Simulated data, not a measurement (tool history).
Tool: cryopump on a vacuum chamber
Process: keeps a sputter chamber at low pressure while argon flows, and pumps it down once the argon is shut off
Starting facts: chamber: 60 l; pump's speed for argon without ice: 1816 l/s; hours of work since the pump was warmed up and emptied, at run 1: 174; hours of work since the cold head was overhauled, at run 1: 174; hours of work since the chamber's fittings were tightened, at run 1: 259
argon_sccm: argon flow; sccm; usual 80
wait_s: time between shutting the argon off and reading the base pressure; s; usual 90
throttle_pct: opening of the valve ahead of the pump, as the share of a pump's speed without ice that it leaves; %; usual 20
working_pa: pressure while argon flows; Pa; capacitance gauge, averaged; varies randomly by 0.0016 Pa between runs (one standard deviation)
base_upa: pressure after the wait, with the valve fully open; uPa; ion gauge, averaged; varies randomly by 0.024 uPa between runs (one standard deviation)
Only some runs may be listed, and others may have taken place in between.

| run | hour | argon_sccm | wait_s | throttle_pct | hours of work since the pump was warmed up and emptied | hours of work since the cold head was overhauled | hours of work since the chamber's fittings were tightened | working_pa | base_upa |
|---|---|---|---|---|---|---|---|---|---|
| 1 | 0.0 | 80 | 90 | 20 | 174 | 174 | 259 | 0.3749 | 1.16 |
| 2 | 76.1 | 80 | 90 | 20 | 220 | 220 | 305 | 0.3773 | 1.22 |
| 3 | 163.1 | 80 | 90 | 20 | 271 | 271 | 357 | 0.3780 | 1.31 |
| 4 | 210.8 | 80 | 90 | 20 | 300 | 300 | 385 | 0.3852 | 1.34 |
| 5 | 323.5 | 80 | 90 | 23 | 367 | 367 | 452 | 0.3322 | 1.31 |
| 6 | 417.4 | 80 | 90 | 20 | 423 | 423 | 508 | 0.3808 | 1.46 |
| 7 | 505.5 | 80 | 90 | 30 | 476 | 476 | 561 | 0.2624 | 1.50 |
| 8 | 611.9 | 80 | 90 | 30 | 539 | 539 | 625 | 0.2609 | 1.48 |
| 9 | 694.8 | 80 | 90 | 30 | 589 | 589 | 674 | 0.2630 | 1.63 |
| 10 | 766.7 | 80 | 90 | 30 | 632 | 632 | 717 | 0.2633 | 1.73 |
| 11 | 821.7 | 80 | 163 | 20 | 665 | 665 | 750 | 0.3886 | 1.44 |
| 12 | 871.5 | 80 | 90 | 20 | 694 | 694 | 779 | 0.3922 | 1.77 |
| 13 | 920.3 | 80 | 90 | 20 | 723 | 723 | 809 | 0.3952 | 1.90 |
| 14 | 1022.4 | 80 | 90 | 20 | 784 | 784 | 870 | 0.3928 | 1.89 |
| 15 | 1116.5 | 35 | 90 | 20 | 841 | 841 | 926 | 0.1733 | 2.03 |
| 16 | 1164.5 | 35 | 90 | 20 | 869 | 869 | 954 | 0.1741 | 2.10 |
| 17 | 1259.6 | 35 | 90 | 20 | 926 | 926 | 1011 | 0.1747 | 2.20 |
| 18 | 1364.2 | 80 | 126 | 20 | 988 | 988 | 1074 | 0.4022 | 2.12 |
|  | 1436.4 | pump warmed up, emptied and cooled again |
| 19 | 1483.4 | 80 | 86 | 42 | 28 | 1057 | 1142 | 0.1772 | 1.98 |
| 20 | 1543.7 | 80 | 50 | 18 | 64 | 1093 | 1178 | 0.4161 | 2.46 |
| 21 | 1627.4 | 80 | 90 | 36 | 114 | 1143 | 1228 | 0.2103 | 2.01 |
| 22 | 1673.5 | 59 | 90 | 36 | 142 | 1170 | 1255 | 0.1543 | 2.00 |
| 23 | 1723.3 | 80 | 25 | 20 | 171 | 1200 | 1285 | 0.3805 | 4.04 |
| 24 | 1815.0 | 80 | 25 | 20 | 226 | 1255 | 1340 | 0.3810 | 4.16 |
| 25 | 1895.4 | 127 | 90 | 20 | 274 | 1303 | 1388 | 0.6061 | 2.24 |
| 26 | 1966.6 | 54 | 90 | 16 | 317 | 1345 | 1430 | 0.3207 | 2.35 |
| 27 | 2031.2 | 47 | 45 | 30 | 355 | 1384 | 1469 | 0.1523 | 3.20 |
| 28 | 2078.1 | 47 | 45 | 30 | 383 | 1412 | 1497 | 0.1531 | 3.12 |

Run 29, settings as shown, results not yet in. Your forecast:
| 29 | 2169.3 | 73 | 241 | 18 | 437 | 1466 | 1551 | ? | ? |

working_pa: 0.3886 Pa
base_upa: 1.96 uPa
Were there no unlogged condition in the tool, this run, its random variation unchanged, would have produced working_pa 0.3771 Pa, base_upa 0.41 uPa.
